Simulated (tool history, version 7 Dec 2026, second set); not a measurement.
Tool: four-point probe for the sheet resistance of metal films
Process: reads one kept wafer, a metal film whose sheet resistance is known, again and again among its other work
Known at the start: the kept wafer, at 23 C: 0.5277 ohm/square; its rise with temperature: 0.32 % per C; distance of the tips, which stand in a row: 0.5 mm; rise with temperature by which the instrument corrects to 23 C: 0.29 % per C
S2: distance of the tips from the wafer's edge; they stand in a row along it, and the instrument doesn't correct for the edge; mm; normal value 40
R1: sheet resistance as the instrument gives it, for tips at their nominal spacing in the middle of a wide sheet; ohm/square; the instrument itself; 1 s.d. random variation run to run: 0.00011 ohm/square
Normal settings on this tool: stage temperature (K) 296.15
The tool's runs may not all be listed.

run 1 hour=0.0 | stage_temperature_(K)=296.15 S2=40 | R1=0.530092
run 2 hour=23.5 | stage_temperature_(K)=296.15 S2=40 | R1=0.530178
run 3 hour=39.2 | stage_temperature_(K)=296.15 S2=40 | R1=0.530027
run 4 hour=52.2 | stage_temperature_(K)=307.15 S2=40 | R1=0.531633
run 5 hour=66.7 | stage_temperature_(K)=299.15 S2=40 | R1=0.530538
run 6 hour=79.2 | stage_temperature_(K)=299.15 S2=40 | R1=0.530500
-- hour=80.9 stage's thermometer calibrated
run 7 hour=105.4 | stage_temperature_(K)=299.15 S2=11 | R1=0.531400
run 8 hour=117.7 | stage_temperature_(K)=299.15 S2=11 | R1=0.531566
run 9 hour=145.5 | stage_temperature_(K)=299.15 S2=11 | R1=0.531632
run 10 hour=170.2 | stage_temperature_(K)=296.15 S2=20 | R1=0.530620
run 11 hour=193.3 | stage_temperature_(K)=296.15 S2=20 | R1=0.530777
run 12 hour=206.0 | stage_temperature_(K)=306.15 S2=7 | R1=0.533288

Consider 4 possible next runs. They are alternatives, not a sequence: every one starts from the tool as it was left by run 12. What does each give?
run A hour=227.2 | stage_temperature_(K)=301.15 S2=19 | R1=?
run B hour=227.2 | stage_temperature_(K)=304.15 S2=9 | R1=?
run C hour=227.2 | stage_temperature_(K)=301.15 S2=23 | R1=?
run D hour=227.2 | stage_temperature_(K)=296.15 S2=59 | R1=?

run=A R1=0.531450
run=B R1=0.532648
run=C R1=0.531405
run=D R1=0.530723
Had the tool no hidden state, the same runs would have come out as:
run=A R1=0.528549
run=B R1=0.529748
run=C R1=0.528504
run=D R1=0.527813
